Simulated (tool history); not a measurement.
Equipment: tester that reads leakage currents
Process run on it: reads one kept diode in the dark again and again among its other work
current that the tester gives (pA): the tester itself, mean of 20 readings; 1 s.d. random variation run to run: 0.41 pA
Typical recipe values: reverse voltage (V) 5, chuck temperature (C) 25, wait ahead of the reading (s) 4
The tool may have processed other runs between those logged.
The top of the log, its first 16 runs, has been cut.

run     day  reverse voltage (V)  chuck temperature (C)  wait ahead of the reading (s)  current that the tester gives (pA)
 17  30.446                    5                     25                           1.63                              134.41
 18  32.267                    5                     25                           1.63                              134.39
 19  33.529                    5                     25                           1.63                              134.33
 20  34.938                    5                     25                           1.63                              133.87
 21  36.408                    5                     25                           1.63                              134.27
 22  38.033                 1.19                     40                            0.6                               226.8
 23  39.629                 1.19                     40                            0.6                              225.16
 24  40.962                    5                     38                              4                              377.83
 25  42.454                    5                     38                              4                              376.44
     42.708  -- chuck's temperature calibrated
 26  44.458                 6.33                     38                           4.16                              419.78
 27    46.7                16.02                     36                           3.69                              551.77
 28   48.85                 7.21                     31                           1.81                              255.01
 29  50.646                11.54                     41                           0.32                              691.44
 30  52.312                11.54                     41                           0.32                              696.35
 31  53.562                 1.64                     41                           0.33                              278.33
     53.875  -- chuck's temperature calibrated, once more
 32  55.142                 2.02                     25                           6.47                               89.67
 33  56.729                 7.49                     30                           3.03                              249.45
 34  59.225                 7.59                     25                           2.65                              167.16
 35  61.033                 7.59                     25                           2.65                               165.5
 36  62.712                 7.59                     25                           2.65                              166.58

Run 37 comes next. What will it give?
 37  65.071                 7.59                     25                           2.65                                   ?

Logged for run 37: current that the tester gives (pA) 166.36.
Without the tool's hidden state the same run would have given current that the tester gives (pA) 164.34.
